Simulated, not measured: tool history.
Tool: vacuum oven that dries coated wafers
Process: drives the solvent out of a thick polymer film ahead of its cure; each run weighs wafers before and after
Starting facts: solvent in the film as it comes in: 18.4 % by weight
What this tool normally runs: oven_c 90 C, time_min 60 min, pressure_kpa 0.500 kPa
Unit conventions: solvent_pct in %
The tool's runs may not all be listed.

run	hour	oven_c	time_min	pressure_kpa	solvent_pct
1	0.0	90	60	0.500	4.00
2	14.1	90	60	1.303	4.28
3	26.9	90	60	0.597	4.04
4	37.3	90	60	0.597	4.04
5	51.3	90	60	0.597	4.00
6	63.1	90	60	0.597	4.06
7	77.8	101	60	0.597	2.09
8	91.1	92	76	0.444	2.45
9	102.9	92	76	0.444	2.48
10	122.8	92	80	1.020	2.49
11	147.0	92	80	1.020	2.52
12	157.8	102	44	0.466	3.23
13	180.2	100	60	0.500	2.18

Expected results for the next run?
14	199.4	90	54	1.020	?

Logged for run 14: solvent_pct 4.71 %.
On a tool with no hidden condition, and with the same random variation, this run would have come out at solvent_pct 4.70 %.
